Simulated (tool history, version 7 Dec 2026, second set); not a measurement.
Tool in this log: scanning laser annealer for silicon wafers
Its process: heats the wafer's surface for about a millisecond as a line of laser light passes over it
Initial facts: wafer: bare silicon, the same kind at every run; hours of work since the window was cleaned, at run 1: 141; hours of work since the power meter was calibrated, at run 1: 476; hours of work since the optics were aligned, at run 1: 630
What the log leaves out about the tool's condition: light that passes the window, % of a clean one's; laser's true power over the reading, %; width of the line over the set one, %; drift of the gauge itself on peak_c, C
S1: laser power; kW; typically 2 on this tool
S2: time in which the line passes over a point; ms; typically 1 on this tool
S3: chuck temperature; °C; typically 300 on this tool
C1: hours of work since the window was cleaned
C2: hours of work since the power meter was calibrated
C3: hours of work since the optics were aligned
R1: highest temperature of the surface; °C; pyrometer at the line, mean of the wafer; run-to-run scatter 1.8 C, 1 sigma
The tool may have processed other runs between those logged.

run	hour	S1	S2	S3	C1	C2	C3	R1
1	0	2	1	300	141	476	630	1029
2	78.2	2	1	300	174	509	663	1029
3	169.4	2	1	300	212	547	702	1026
4	252.1	2	1	300	247	582	737	1026
5	306.4	2	1	300	270	605	760	1023
6	378.1	2	1	300	300	636	790	1014
7	441.1	2	1	300	327	662	817	1015
8	519.5	2	1	300	360	695	850	1012
9	612	2	1.13	300	399	734	889	1058
10	702.8	2	1	300	438	773	927	1007
# hour 749.1: window over the wafer cleaned
11	749.3	2	1	300	0	792	946	1039
12	835.4	2	1	300	36	828	982	1038
13	914.2	2	1.01	300	70	861	1016	1035
14	998.4	1.737	1	300	105	897	1051	941
15	1068.6	1.737	1	300	135	926	1081	940
16	1138	1.737	1	300	164	956	1110	934
17	1186.9	1.737	1	300	185	976	1131	933
18	1255.7	1.904	0.85	290	214	1005	1160	922
19	1296.2	1.766	0.75	300	231	1023	1177	850
20	1354.1	2	0.9	337	256	1047	1202	1021
21	1432	2.174	0.96	290	289	1080	1234	1050
22	1519.8	2.174	0.96	290	326	1117	1272	1046
23	1592.1	2.174	0.96	290	356	1148	1302	1041
24	1679.2	2.165	0.85	327	393	1184	1339	1025
25	1756	1.926	0.74	295	425	1217	1371	874

Run 26, settings as shown, results not yet in. Your forecast:
26	1810.9	1.782	1.09	313	449	1240	1395	?

R1: 977 °C
Had the tool carried no hidden state, the very same run would have given R1 1015 °C.
